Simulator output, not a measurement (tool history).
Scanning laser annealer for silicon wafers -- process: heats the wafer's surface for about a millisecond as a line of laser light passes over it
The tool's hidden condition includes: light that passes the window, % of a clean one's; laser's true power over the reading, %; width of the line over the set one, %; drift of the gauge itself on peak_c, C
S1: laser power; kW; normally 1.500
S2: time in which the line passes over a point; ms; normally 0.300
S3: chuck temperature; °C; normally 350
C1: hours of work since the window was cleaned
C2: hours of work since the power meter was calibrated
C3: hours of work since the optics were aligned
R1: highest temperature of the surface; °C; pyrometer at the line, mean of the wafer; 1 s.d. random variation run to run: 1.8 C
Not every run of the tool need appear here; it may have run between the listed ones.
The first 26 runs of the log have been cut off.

Run 27, hour 968.4: usual settings but S1 1.632 kW, S2 0.254 ms, S3 368 °C; C1 358; C2 686; C3 110. Result: R1 1062 °C.
Run 28, hour 1017.9: usual settings but S1 1.632 kW, S2 0.254 ms, S3 368 °C; C1 382; C2 711; C3 135. Result: R1 1061 °C.
Run 29, hour 1044.0: usual settings but S1 1.632 kW, S2 0.254 ms, S3 327 °C; C1 395; C2 723; C3 148. Result: R1 1018 °C.
Run 30, hour 1092.9: usual settings but S1 1.632 kW, S2 0.254 ms, S3 327 °C; C1 419; C2 748; C3 172. Result: R1 1016 °C.
Run 31, hour 1136.5: usual settings but S1 1.632 kW, S2 0.254 ms, S3 327 °C; C1 441; C2 769; C3 193. Result: R1 1015 °C.
Run 32, hour 1186.4: usual settings but S1 1.355 kW, S2 0.370 ms, S3 327 °C; C1 465; C2 794; C3 218. Result: R1 1035 °C.
Run 33, hour 1224.5: usual settings but S1 1.355 kW, S2 0.376 ms, S3 357 °C; C1 484; C2 813; C3 237. Result: R1 1070 °C.
Run 34, hour 1258.3: usual settings but S1 1.333 kW, S2 0.296 ms; C1 501; C2 829; C3 253. Result: R1 960 °C.
Run 35, hour 1293.6: usual settings but S1 1.583 kW, S2 0.365 ms, S3 372 °C; C1 518; C2 847; C3 271. Result: R1 1189 °C.
Run 36, hour 1346.1: usual settings but S1 1.583 kW, S2 0.365 ms, S3 372 °C; C1 544; C2 873; C3 297. Result: R1 1185 °C.
Run 37, hour 1367.7: usual settings but S3 376 °C; C1 555; C2 883; C3 307. Result: R1 1063 °C.

What if the next run were any one of these 3? Each begins from the tool's condition after run 37:
Run A, hour 1416.4: usual settings but S2 0.338 ms, S3 376 °C; C1 579; C2 907; C3 331. Result: R1 ?.
Run B, hour 1416.4: usual settings but S1 1.567 kW; C1 579; C2 907; C3 331. Result: R1 ?.
Run C, hour 1416.4: usual settings but S3 352 °C; C1 579; C2 907; C3 331. Result: R1 ?.

run    R1
  A  1111
  B  1068
  C  1038
With the hidden condition removed and each run's random variation left untouched, the same runs would have given:
run    R1
  A  1156
  B  1113
  C  1081
